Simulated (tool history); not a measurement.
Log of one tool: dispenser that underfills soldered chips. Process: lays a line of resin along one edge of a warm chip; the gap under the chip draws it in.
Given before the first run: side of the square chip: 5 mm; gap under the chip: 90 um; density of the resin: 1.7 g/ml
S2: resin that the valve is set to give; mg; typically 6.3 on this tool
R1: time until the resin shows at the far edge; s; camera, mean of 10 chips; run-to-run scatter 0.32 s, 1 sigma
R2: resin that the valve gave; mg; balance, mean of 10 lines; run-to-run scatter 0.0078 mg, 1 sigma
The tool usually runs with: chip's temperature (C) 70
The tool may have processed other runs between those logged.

{"run": 1, "hour": 0.0, "chip's temperature (C)": 70, "S2": 6.3, "R1": 13.4, "R2": 6.231}
{"hour": 8.6, "done": "new syringe of resin"}
{"run": 2, "hour": 9.7, "chip's temperature (C)": 82, "S2": 6.3, "R1": 7.2, "R2": 6.218}
{"run": 3, "hour": 17.0, "chip's temperature (C)": 82, "S2": 6.3, "R1": 9.2, "R2": 6.208}
{"hour": 19.6, "done": "new syringe of resin"}
{"run": 4, "hour": 26.8, "chip's temperature (C)": 70, "S2": 6.3, "R1": 15.3, "R2": 6.188}
{"hour": 30.6, "done": "new syringe of resin"}
{"hour": 35.6, "done": "dispensing valve cleaned and set on the balance"}
{"hour": 43.2, "done": "new syringe of resin"}
{"run": 5, "hour": 43.2, "chip's temperature (C)": 70, "S2": 6.3, "R1": 12.6, "R2": 6.291}
{"hour": 54.3, "done": "new syringe of resin"}
{"run": 6, "hour": 54.3, "chip's temperature (C)": 70, "S2": 6.3, "R1": 12.6, "R2": 6.274}
{"hour": 65.9, "done": "new syringe of resin"}
{"run": 7, "hour": 67.0, "chip's temperature (C)": 70, "S2": 6.3, "R1": 13.2, "R2": 6.259}
{"hour": 77.6, "done": "new syringe of resin"}
{"run": 8, "hour": 79.8, "chip's temperature (C)": 57, "S2": 6.3, "R1": 26.7, "R2": 6.247}
{"hour": 88.9, "done": "new syringe of resin"}
{"run": 9, "hour": 90.8, "chip's temperature (C)": 57, "S2": 6.3, "R1": 26.3, "R2": 6.233}
{"hour": 100.2, "done": "new syringe of resin"}
{"run": 10, "hour": 105.1, "chip's temperature (C)": 70, "S2": 7.44, "R1": 14.9, "R2": 7.32}
{"hour": 111.1, "done": "new syringe of resin"}
{"run": 11, "hour": 114.2, "chip's temperature (C)": 70, "S2": 7.44, "R1": 13.9, "R2": 7.3}
{"hour": 116.7, "done": "dispensing valve cleaned and set on the balance"}
{"hour": 124.0, "done": "new syringe of resin"}
{"run": 12, "hour": 129.7, "chip's temperature (C)": 70, "S2": 8, "R1": 14.9, "R2": 7.93}
{"hour": 135.6, "done": "new syringe of resin"}
{"run": 13, "hour": 142.5, "chip's temperature (C)": 70, "S2": 8, "R1": 15.5, "R2": 7.903}
{"hour": 147.1, "done": "new syringe of resin"}
{"hour": 155.3, "done": "stage's temperature calibrated"}
{"run": 14, "hour": 157.6, "chip's temperature (C)": 70, "S2": 8, "R1": 14.8, "R2": 7.903}
{"hour": 159.1, "done": "new syringe of resin"}
{"hour": 170.1, "done": "new syringe of resin"}
{"run": 15, "hour": 170.5, "chip's temperature (C)": 71, "S2": 6.4, "R1": 10.2, "R2": 6.297}
{"run": 16, "hour": 179.3, "chip's temperature (C)": 71, "S2": 6.4, "R1": 13.8, "R2": 6.278}
{"hour": 181.7, "done": "new syringe of resin"}
{"hour": 193.8, "done": "new syringe of resin"}
{"run": 17, "hour": 194.5, "chip's temperature (C)": 71, "S2": 6.4, "R1": 11, "R2": 6.256}
{"hour": 198.6, "done": "dispensing valve cleaned and set on the balance"}
{"hour": 206.2, "done": "new syringe of resin"}
{"run": 18, "hour": 209.1, "chip's temperature (C)": 71, "S2": 6.4, "R1": 11.3, "R2": 6.383}
{"hour": 218.1, "done": "new syringe of resin"}
{"run": 19, "hour": 222.1, "chip's temperature (C)": 61, "S2": 6.59, "R1": 19.7, "R2": 6.549}
{"hour": 229.5, "done": "new syringe of resin"}
{"run": 20, "hour": 231.5, "chip's temperature (C)": 61, "S2": 6.59, "R1": 19.2, "R2": 6.537}
{"run": 21, "hour": 238.8, "chip's temperature (C)": 70, "S2": 7.5, "R1": 14.3, "R2": 7.418}
{"hour": 240.4, "done": "new syringe of resin"}
{"hour": 251.3, "done": "new syringe of resin"}
{"run": 22, "hour": 254.4, "chip's temperature (C)": 70, "S2": 7.5, "R1": 12.5, "R2": 7.39}
{"hour": 262.5, "done": "new syringe of resin"}
{"run": 23, "hour": 263.8, "chip's temperature (C)": 70, "S2": 7.5, "R1": 11.1, "R2": 7.384}
{"hour": 273.6, "done": "new syringe of resin"}
{"hour": 279.4, "done": "dispensing valve cleaned and set on the balance"}
{"run": 24, "hour": 280.0, "chip's temperature (C)": 60, "S2": 5.69, "R1": 22.8, "R2": 5.672}

Branching from run 24: 4 alternative next runs. What would each branch give?
{"hour": 285.5, "done": "new syringe of resin"}
{"run": "A", "hour": 291.6, "chip's temperature (C)": 62, "S2": 7.86, "R1": "?", "R2": "?"}
{"hour": 285.5, "done": "new syringe of resin"}
{"run": "B", "hour": 291.6, "chip's temperature (C)": 79, "S2": 6.86, "R1": "?", "R2": "?"}
{"hour": 285.5, "done": "new syringe of resin"}
{"run": "C", "hour": 291.6, "chip's temperature (C)": 58, "S2": 6.62, "R1": "?", "R2": "?"}
{"hour": 285.5, "done": "new syringe of resin"}
{"run": "D", "hour": 291.6, "chip's temperature (C)": 70, "S2": 5.61, "R1": "?", "R2": "?"}

run=A R1=21.1 R2=7.811
run=B R1=8.5 R2=6.83
run=C R1=26.2 R2=6.582
run=D R1=14 R2=5.56
Take away the tool's hidden state, keep each run's random variation, and the runs would have read:
run=A R1=16.3 R2=7.856
run=B R1=6.6 R2=6.869
run=C R1=20.3 R2=6.62
run=D R1=10.8 R2=5.592
